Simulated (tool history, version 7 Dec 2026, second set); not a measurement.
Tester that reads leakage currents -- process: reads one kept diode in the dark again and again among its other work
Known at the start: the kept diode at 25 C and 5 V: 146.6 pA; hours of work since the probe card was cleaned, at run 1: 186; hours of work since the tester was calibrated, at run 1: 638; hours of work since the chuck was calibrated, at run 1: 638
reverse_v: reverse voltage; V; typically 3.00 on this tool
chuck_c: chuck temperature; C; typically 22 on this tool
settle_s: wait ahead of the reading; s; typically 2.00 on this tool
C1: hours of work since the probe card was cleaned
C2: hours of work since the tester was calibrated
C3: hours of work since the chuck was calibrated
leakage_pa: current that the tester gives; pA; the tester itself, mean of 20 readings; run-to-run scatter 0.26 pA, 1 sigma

{"run": 1, "day": 0.0, "reverse_v": 3.0, "chuck_c": 22, "settle_s": 2.0, "C1": 186, "C2": 638, "C3": 638, "leakage_pa": 79.64}
{"run": 2, "day": 4.233, "reverse_v": 3.0, "chuck_c": 54, "settle_s": 2.0, "C1": 255, "C2": 708, "C3": 708, "leakage_pa": 1103.13}
{"run": 3, "day": 8.075, "reverse_v": 3.0, "chuck_c": 54, "settle_s": 2.0, "C1": 318, "C2": 771, "C3": 771, "leakage_pa": 1091.57}
{"run": 4, "day": 12.55, "reverse_v": 3.0, "chuck_c": 41, "settle_s": 2.0, "C1": 392, "C2": 844, "C3": 844, "leakage_pa": 399.25}
{"run": 5, "day": 14.975, "reverse_v": 3.0, "chuck_c": 41, "settle_s": 2.0, "C1": 432, "C2": 884, "C3": 884, "leakage_pa": 395.04}
{"day": 18.388, "done": "chuck's temperature calibrated"}
{"run": 6, "day": 18.521, "reverse_v": 3.0, "chuck_c": 41, "settle_s": 2.0, "C1": 489, "C2": 941, "C3": 2, "leakage_pa": 371.42}
{"run": 7, "day": 23.446, "reverse_v": 3.0, "chuck_c": 41, "settle_s": 2.0, "C1": 570, "C2": 1022, "C3": 83, "leakage_pa": 367.05}
{"run": 8, "day": 27.933, "reverse_v": 3.0, "chuck_c": 41, "settle_s": 2.0, "C1": 643, "C2": 1096, "C3": 157, "leakage_pa": 366.7}
{"run": 9, "day": 32.775, "reverse_v": 3.0, "chuck_c": 41, "settle_s": 2.0, "C1": 723, "C2": 1175, "C3": 237, "leakage_pa": 364.83}
{"run": 10, "day": 35.396, "reverse_v": 3.0, "chuck_c": 41, "settle_s": 2.0, "C1": 766, "C2": 1218, "C3": 280, "leakage_pa": 362.88}
{"run": 11, "day": 39.817, "reverse_v": 3.0, "chuck_c": 41, "settle_s": 2.0, "C1": 839, "C2": 1291, "C3": 352, "leakage_pa": 362.47}
{"run": 12, "day": 42.717, "reverse_v": 3.0, "chuck_c": 41, "settle_s": 2.0, "C1": 886, "C2": 1339, "C3": 400, "leakage_pa": 360.36}
{"run": 13, "day": 45.912, "reverse_v": 3.0, "chuck_c": 41, "settle_s": 5.01, "C1": 939, "C2": 1391, "C3": 452, "leakage_pa": 356.23}
{"day": 48.054, "done": "chuck's temperature calibrated, once more"}
{"run": 14, "day": 48.275, "reverse_v": 3.0, "chuck_c": 41, "settle_s": 5.01, "C1": 976, "C2": 1429, "C3": 4, "leakage_pa": 439.36}
{"run": 15, "day": 52.762, "reverse_v": 3.0, "chuck_c": 41, "settle_s": 5.01, "C1": 1050, "C2": 1503, "C3": 77, "leakage_pa": 436.18}
{"day": 56.412, "done": "probe card cleaned and baked"}
{"run": 16, "day": 57.158, "reverse_v": 3.0, "chuck_c": 41, "settle_s": 5.01, "C1": 12, "C2": 1573, "C3": 148, "leakage_pa": 425.18}
{"run": 17, "day": 59.508, "reverse_v": 3.0, "chuck_c": 41, "settle_s": 5.01, "C1": 51, "C2": 1611, "C3": 186, "leakage_pa": 424.78}
{"run": 18, "day": 64.517, "reverse_v": 3.0, "chuck_c": 41, "settle_s": 5.01, "C1": 133, "C2": 1694, "C3": 269, "leakage_pa": 422.83}
{"run": 19, "day": 68.675, "reverse_v": 3.0, "chuck_c": 41, "settle_s": 5.01, "C1": 202, "C2": 1762, "C3": 337, "leakage_pa": 421.58}
{"run": 20, "day": 72.258, "reverse_v": 2.97, "chuck_c": 41, "settle_s": 5.01, "C1": 260, "C2": 1821, "C3": 396, "leakage_pa": 413.6}
{"run": 21, "day": 76.267, "reverse_v": 2.97, "chuck_c": 41, "settle_s": 5.01, "C1": 326, "C2": 1887, "C3": 462, "leakage_pa": 413.07}
{"run": 22, "day": 80.388, "reverse_v": 2.97, "chuck_c": 41, "settle_s": 5.01, "C1": 394, "C2": 1955, "C3": 529, "leakage_pa": 409.71}
{"run": 23, "day": 84.804, "reverse_v": 2.97, "chuck_c": 47, "settle_s": 9.46, "C1": 467, "C2": 2027, "C3": 602, "leakage_pa": 655.33}
{"run": 24, "day": 87.575, "reverse_v": 3.0, "chuck_c": 38, "settle_s": 8.85, "C1": 512, "C2": 2073, "C3": 648, "leakage_pa": 321.02}
{"run": 25, "day": 91.0, "reverse_v": 1.96, "chuck_c": 30, "settle_s": 2.0, "C1": 569, "C2": 2129, "C3": 704, "leakage_pa": 129.05}
{"run": 26, "day": 95.833, "reverse_v": 3.0, "chuck_c": 23, "settle_s": 1.23, "C1": 648, "C2": 2208, "C3": 783, "leakage_pa": 89.61}
{"run": 27, "day": 100.521, "reverse_v": 6.05, "chuck_c": 51, "settle_s": 1.09, "C1": 725, "C2": 2286, "C3": 860, "leakage_pa": 1295.68}
{"run": 28, "day": 103.104, "reverse_v": 1.29, "chuck_c": 39, "settle_s": 0.42, "C1": 767, "C2": 2328, "C3": 903, "leakage_pa": 211.77}
{"day": 105.517, "done": "chuck's temperature calibrated"}
{"run": 29, "day": 107.462, "reverse_v": 1.29, "chuck_c": 39, "settle_s": 0.42, "C1": 838, "C2": 2398, "C3": 32, "leakage_pa": 231.27}
{"run": 30, "day": 110.254, "reverse_v": 1.29, "chuck_c": 37, "settle_s": 6.57, "C1": 884, "C2": 2444, "C3": 78, "leakage_pa": 195.72}
{"run": 31, "day": 113.617, "reverse_v": 3.71, "chuck_c": 22, "settle_s": 2.0, "C1": 939, "C2": 2499, "C3": 133, "leakage_pa": 100.89}
{"run": 32, "day": 117.588, "reverse_v": 4.8, "chuck_c": 49, "settle_s": 8.97, "C1": 1004, "C2": 2565, "C3": 198, "leakage_pa": 1037.32}
{"run": 33, "day": 121.054, "reverse_v": 1.6, "chuck_c": 22, "settle_s": 3.19, "C1": 1061, "C2": 2622, "C3": 255, "leakage_pa": 60.87}
{"day": 124.033, "done": "probe card cleaned and baked"}
{"run": 34, "day": 124.958, "reverse_v": 1.6, "chuck_c": 22, "settle_s": 3.19, "C1": 15, "C2": 2684, "C3": 317, "leakage_pa": 57.44}
{"run": 35, "day": 130.021, "reverse_v": 6.76, "chuck_c": 22, "settle_s": 3.19, "C1": 98, "C2": 2767, "C3": 401, "leakage_pa": 128.84}
{"run": 36, "day": 133.021, "reverse_v": 6.76, "chuck_c": 54, "settle_s": 3.19, "C1": 148, "C2": 2816, "C3": 450, "leakage_pa": 1771.12}
{"run": 37, "day": 137.708, "reverse_v": 2.73, "chuck_c": 28, "settle_s": 0.48, "C1": 225, "C2": 2893, "C3": 527, "leakage_pa": 132.21}
{"run": 38, "day": 140.292, "reverse_v": 2.73, "chuck_c": 28, "settle_s": 0.48, "C1": 267, "C2": 2936, "C3": 570, "leakage_pa": 131.64}
{"run": 39, "day": 142.729, "reverse_v": 3.0, "chuck_c": 22, "settle_s": 6.8, "C1": 307, "C2": 2976, "C3": 610, "leakage_pa": 80.42}
{"run": 40, "day": 147.112, "reverse_v": 12.52, "chuck_c": 57, "settle_s": 2.02, "C1": 379, "C2": 3048, "C3": 682, "leakage_pa": 3080.64}

Each row is a separate what-if for the run after 40, all from the same tool condition, not one after another. Results?
{"run": "A", "day": 151.408, "reverse_v": 1.05, "chuck_c": 53, "settle_s": 5.75, "C1": 450, "C2": 3119, "C3": 752, "leakage_pa": "?"}
{"run": "B", "day": 151.408, "reverse_v": 12.52, "chuck_c": 57, "settle_s": 1.02, "C1": 450, "C2": 3119, "C3": 752, "leakage_pa": "?"}
{"run": "C", "day": 151.408, "reverse_v": 3.0, "chuck_c": 21, "settle_s": 8.24, "C1": 450, "C2": 3119, "C3": 752, "leakage_pa": "?"}

run=A leakage_pa=569.86
run=B leakage_pa=3062.53
run=C leakage_pa=73.68
Stripped of hidden state, with their random variation kept, the same runs would have yielded:
run=A leakage_pa=606.78
run=B leakage_pa=3248.99
run=C leakage_pa=77.03
